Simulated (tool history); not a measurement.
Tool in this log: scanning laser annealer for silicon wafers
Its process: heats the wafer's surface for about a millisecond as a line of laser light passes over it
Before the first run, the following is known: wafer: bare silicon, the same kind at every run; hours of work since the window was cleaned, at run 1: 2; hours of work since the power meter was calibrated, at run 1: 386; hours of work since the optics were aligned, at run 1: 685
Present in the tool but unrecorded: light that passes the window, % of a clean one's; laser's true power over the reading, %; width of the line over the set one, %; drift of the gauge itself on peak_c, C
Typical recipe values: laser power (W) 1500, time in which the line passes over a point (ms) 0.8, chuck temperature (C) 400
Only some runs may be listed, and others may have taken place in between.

run    day  laser power (W)  time in which the line passes over a point (ms)  chuck temperature (C)  hours of work since the window was cleaned  hours of work since the power meter was calibrated  hours of work since the optics were aligned  highest temperature of the surface (C)
  1      0             1500                                              0.8                    400                                           2                                                 386                                          685                                    1223
  2  0.292             1500                                              0.8                    400                                           6                                                 390                                          689                                    1224
  3  0.988             1500                                              0.8                    400                                          17                                                 401                                          700                                    1223
  4  1.533             1500                                              0.8                    400                                          25                                                 409                                          708                                    1226
  5  2.088             1500                                              0.8                    400                                          34                                                 418                                          717                                    1222
  6  2.562             1500                                              0.8                    400                                          41                                                 425                                          724                                    1226
  7  3.204             1500                                              0.8                    400                                          51                                                 435                                          734                                    1224
  8  3.738             1500                                              0.8                    400                                          59                                                 444                                          743                                    1225
  9  4.133             1500                                            0.994                    400                                          66                                                 450                                          749                                    1328
 10  4.796             1500                                            0.994                    400                                          76                                                 460                                          759                                    1329
 11  5.417             1500                                            0.864                    400                                          85                                                 470                                          768                                    1264

Estimate the outcome of run 12 from the log above:
 12  5.825             1500                                            0.864                    400                                          92                                                 476                                          775                                       ?

{"run 12": {"highest temperature of the surface (C)": 1259}}
Take away the tool's hidden state, keep the run-to-run variation as it was, and the same run would have given highest temperature of the surface (C) 1259.

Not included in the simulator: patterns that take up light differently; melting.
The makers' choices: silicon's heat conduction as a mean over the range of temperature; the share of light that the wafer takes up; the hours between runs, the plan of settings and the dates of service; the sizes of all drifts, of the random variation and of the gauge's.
